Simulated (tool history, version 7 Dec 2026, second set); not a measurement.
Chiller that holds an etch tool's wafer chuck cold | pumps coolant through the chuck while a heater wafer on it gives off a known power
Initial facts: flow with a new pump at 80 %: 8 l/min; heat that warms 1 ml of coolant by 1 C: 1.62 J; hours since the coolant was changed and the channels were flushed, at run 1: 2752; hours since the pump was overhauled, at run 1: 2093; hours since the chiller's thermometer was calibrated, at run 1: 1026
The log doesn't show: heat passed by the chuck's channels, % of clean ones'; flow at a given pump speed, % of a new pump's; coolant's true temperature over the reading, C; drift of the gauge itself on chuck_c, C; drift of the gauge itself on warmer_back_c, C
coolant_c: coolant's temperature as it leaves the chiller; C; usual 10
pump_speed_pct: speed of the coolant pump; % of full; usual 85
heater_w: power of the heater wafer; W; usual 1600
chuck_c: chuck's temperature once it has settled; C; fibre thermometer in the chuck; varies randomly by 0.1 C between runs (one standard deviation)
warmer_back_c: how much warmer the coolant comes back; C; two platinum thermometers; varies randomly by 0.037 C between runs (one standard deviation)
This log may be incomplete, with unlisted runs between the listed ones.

| run | hour | coolant_c | pump_speed_pct | heater_w | hours since the coolant was changed and the channels were flushed | hours since the pump was overhauled | hours since the chiller's thermometer was calibrated | chuck_c | warmer_back_c |
|---|---|---|---|---|---|---|---|---|---|
| 1 | 0 | 10 | 85 | 1600 | 2752 | 2093 | 1026 | 29.1 | 7.49 |
| 2 | 40.1 | 10 | 85 | 1720 | 2792 | 2133 | 1066 | 30.5 | 8.03 |
| 3 | 70 | 10 | 85 | 1720 | 2822 | 2163 | 1096 | 30.7 | 8.06 |
| 4 | 119.7 | 10 | 85 | 1600 | 2872 | 2213 | 1146 | 29 | 7.5 |
| 5 | 162.7 | 10 | 85 | 1600 | 2915 | 2256 | 1189 | 29.2 | 7.49 |
| 6 | 225.8 | 10 | 85 | 2099 | 2978 | 2319 | 1252 | 35.4 | 9.81 |
|  | 242.1 | coolant changed, channels flushed |
| 7 | 296.5 | 10 | 93 | 1600 | 54 | 2383 | 1316 | 25.1 | 6.91 |
| 8 | 367.3 | 10 | 65 | 1600 | 125 | 2454 | 1387 | 29.5 | 10.15 |
| 9 | 419.8 | 10 | 64 | 1600 | 178 | 2507 | 1440 | 29.9 | 10.25 |
| 10 | 483.8 | 10 | 64 | 1600 | 242 | 2571 | 1504 | 29.9 | 10.35 |
| 11 | 517.7 | 10 | 64 | 1600 | 276 | 2604 | 1538 | 30 | 10.34 |
| 12 | 566.8 | 10 | 64 | 1600 | 325 | 2654 | 1587 | 30.1 | 10.29 |
| 13 | 626.3 | 10 | 64 | 1600 | 384 | 2713 | 1646 | 30.1 | 10.34 |
| 14 | 690.5 | 10 | 64 | 1600 | 448 | 2777 | 1710 | 30.2 | 10.31 |
| 15 | 746.9 | 10 | 85 | 1186 | 505 | 2834 | 1767 | 22.3 | 5.74 |
| 16 | 786.3 | 10 | 85 | 1600 | 544 | 2873 | 1806 | 26.8 | 7.72 |
| 17 | 824.4 | 10 | 85 | 1600 | 582 | 2911 | 1844 | 26.8 | 7.74 |
| 18 | 857.9 | 10 | 85 | 1600 | 616 | 2945 | 1878 | 26.7 | 7.69 |
| 19 | 925.7 | 18 | 76 | 1809 | 684 | 3012 | 1946 | 38.5 | 9.9 |
| 20 | 973.6 | 18 | 76 | 1809 | 731 | 3060 | 1993 | 38.7 | 9.9 |
| 21 | 1028 | 19 | 76 | 2191 | 786 | 3115 | 2048 | 44.2 | 11.98 |
| 22 | 1061.1 | 19 | 76 | 2191 | 819 | 3148 | 2081 | 44.4 | 11.94 |
| 23 | 1107.6 | 5 | 63 | 2319 | 865 | 3194 | 2127 | 35.5 | 15.61 |
| 24 | 1139.3 | 3 | 85 | 1220 | 897 | 3226 | 2159 | 15.7 | 5.96 |
| 25 | 1172.7 | 4 | 82 | 864 | 931 | 3260 | 2193 | 13 | 4.33 |
| 26 | 1222.5 | 4 | 82 | 864 | 980 | 3309 | 2242 | 13.2 | 4.4 |
| 27 | 1255.4 | 19 | 79 | 1689 | 1013 | 3342 | 2275 | 38.1 | 9 |
| 28 | 1306 | 19 | 79 | 1689 | 1064 | 3393 | 2326 | 38.1 | 8.96 |
| 29 | 1361.8 | 19 | 79 | 1689 | 1120 | 3449 | 2382 | 38 | 9 |
| 30 | 1425.8 | 19 | 79 | 1689 | 1184 | 3513 | 2446 | 38.3 | 9 |
|  | 1474 | chiller's thermometer calibrated |
| 31 | 1480.6 | 19 | 79 | 1689 | 1237 | 3566 | 7 | 39.1 | 8.98 |

Consider 3 possible next runs. They are alternatives, not a sequence: every one starts from the tool as it was left by run 31. What does each give?
| A | 1547.6 | 12 | 85 | 1098 | 1304 | 3633 | 74 | ? | ? |
| B | 1547.6 | 19 | 95 | 1689 | 1304 | 3633 | 74 | ? | ? |
| C | 1547.6 | 10 | 69 | 1318 | 1304 | 3633 | 74 | ? | ? |

| run | chuck_c | warmer_back_c |
|---|---|---|
| A | 24.6 | 5.38 |
| B | 36.9 | 7.42 |
| C | 27.2 | 8.12 |
What these runs would have given with no unlogged condition in the tool:
| run | chuck_c | warmer_back_c |
|---|---|---|
| A | 22.9 | 4.71 |
| B | 34.5 | 6.51 |
| C | 24.8 | 7.11 |

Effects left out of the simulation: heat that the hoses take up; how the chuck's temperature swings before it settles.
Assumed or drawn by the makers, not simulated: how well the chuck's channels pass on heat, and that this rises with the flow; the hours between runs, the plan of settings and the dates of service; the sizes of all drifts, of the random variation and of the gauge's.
